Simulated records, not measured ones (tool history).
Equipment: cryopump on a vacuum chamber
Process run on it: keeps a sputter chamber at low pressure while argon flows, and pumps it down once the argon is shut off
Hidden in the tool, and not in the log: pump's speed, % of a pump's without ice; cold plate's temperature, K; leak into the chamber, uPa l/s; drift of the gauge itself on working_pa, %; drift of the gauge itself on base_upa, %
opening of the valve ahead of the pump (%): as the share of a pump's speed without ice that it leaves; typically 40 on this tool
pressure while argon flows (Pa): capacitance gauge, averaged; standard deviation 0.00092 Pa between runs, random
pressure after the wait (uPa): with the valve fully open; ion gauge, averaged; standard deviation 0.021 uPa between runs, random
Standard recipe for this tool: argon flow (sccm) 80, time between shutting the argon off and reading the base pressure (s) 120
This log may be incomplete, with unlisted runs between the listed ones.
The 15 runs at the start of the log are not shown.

run	hour	argon flow (sccm)	time between shutting the argon off and reading the base pressure (s)	opening of the valve ahead of the pump (%)	hours of work since the pump was warmed up and emptied	hours of work since the cold head was overhauled	hours of work since the chamber's fittings were tightened	pressure while argon flows (Pa)	pressure after the wait (uPa)
16	988.8	48	99	50	668	1834	580	0.1038	1.11
17	1075	36	120	40	738	1904	650	0.0948	1.19
18	1141.8	53	62	40	792	1958	704	0.1417	1.42
19	1227.1	53	138	57	861	2027	773	0.1049	1.23
20	1290.9	39	80	44	913	2079	825	0.0978	1.48
21	1380.6	43	80	44	985	2151	897	0.1084	1.59
22	1430.7	43	80	44	1026	2192	938	0.1099	1.65
23	1493.9	127	60	40	1077	2243	989	0.3543	1.84
# hour 1544.8: leaking fittings of the chamber tightened, without venting
24	1566.1	123	50	40	1133	2300	17	0.3476	0.86
# hour 1607.9: pump warmed up, emptied and cooled again
25	1644	123	50	40	29	2359	76	0.2999	0.84
26	1699.2	118	50	40	74	2403	121	0.2896	0.85
27	1784.6	50	251	40	143	2472	190	0.1237	0.48
28	1845.9	80	120	18	192	2522	239	0.4365	0.63
29	1910.2	64	35	23	244	2574	291	0.2743	1.2
30	1996.9	121	77	20	315	2644	362	0.5983	0.91

Each row is a separate what-if for the run after 30, all from the same tool condition, not one after another. Results?
A	2037.7	50	48	20	348	2677	395	?	?
B	2037.7	89	77	36	348	2677	395	?	?
C	2037.7	78	249	44	348	2677	395	?	?

run	pressure while argon flows (Pa)	pressure after the wait (uPa)
A	0.2488	1.11
B	0.2502	0.92
C	0.1809	0.62
Stripped of hidden state, with their random variation kept, the same runs would have yielded:
run	pressure while argon flows (Pa)	pressure after the wait (uPa)
A	0.2431	0.75
B	0.2402	0.55
C	0.1721	0.25
